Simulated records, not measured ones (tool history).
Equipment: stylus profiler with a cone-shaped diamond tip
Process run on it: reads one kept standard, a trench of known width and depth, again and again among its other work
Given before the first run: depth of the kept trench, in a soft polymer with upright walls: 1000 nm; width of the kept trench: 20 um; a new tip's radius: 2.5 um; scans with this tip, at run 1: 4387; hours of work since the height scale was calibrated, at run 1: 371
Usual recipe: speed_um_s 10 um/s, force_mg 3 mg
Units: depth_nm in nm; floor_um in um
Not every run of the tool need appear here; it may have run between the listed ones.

run     day  speed_um_s  force_mg  scans with this tip  hours of work since the height scale was calibrated  depth_nm  floor_um
  1       0          10         3                 4387                                                  371   1007.14     15.06
  2   1.175          10         3                 4581                                                  387   1007.27     15.05
  3   2.412           5         3                 4787                                                  405   1007.02     15.09
  4   3.671           5         3                 4994                                                  422   1007.24     15.01
  5   5.212           5         3                 5250                                                  444   1007.32     14.94
  6    6.35           5      6.23                 5438                                                  460      1012     14.92
  7   7.592           5      6.23                 5644                                                  477   1011.95      14.9
      7.746  -- height scale calibrated on a step standard
  8   8.675           4      2.59                 5819                                                   13   1005.75     14.87
  9   9.483           4      2.59                 5953                                                   24   1005.44     14.86
 10  11.138          27      5.54                 6227                                                   47   1010.58     14.73
 11  12.488          13      1.14                 6451                                                   66   1002.69     14.71
 12  13.696           2      3.46                 6651                                                   83   1007.06     14.66

Forecast run 13:
     15.35  -- height scale calibrated on a step standard, once more
 13  15.35           4       2.7                 6921                                                    0         ?         ?

Run 13 produced depth_nm 1007.33 nm, floor_um 14.71 um.
With no hidden state in the tool, this same run would have given depth_nm 1007.53 nm, floor_um 16.03 um.
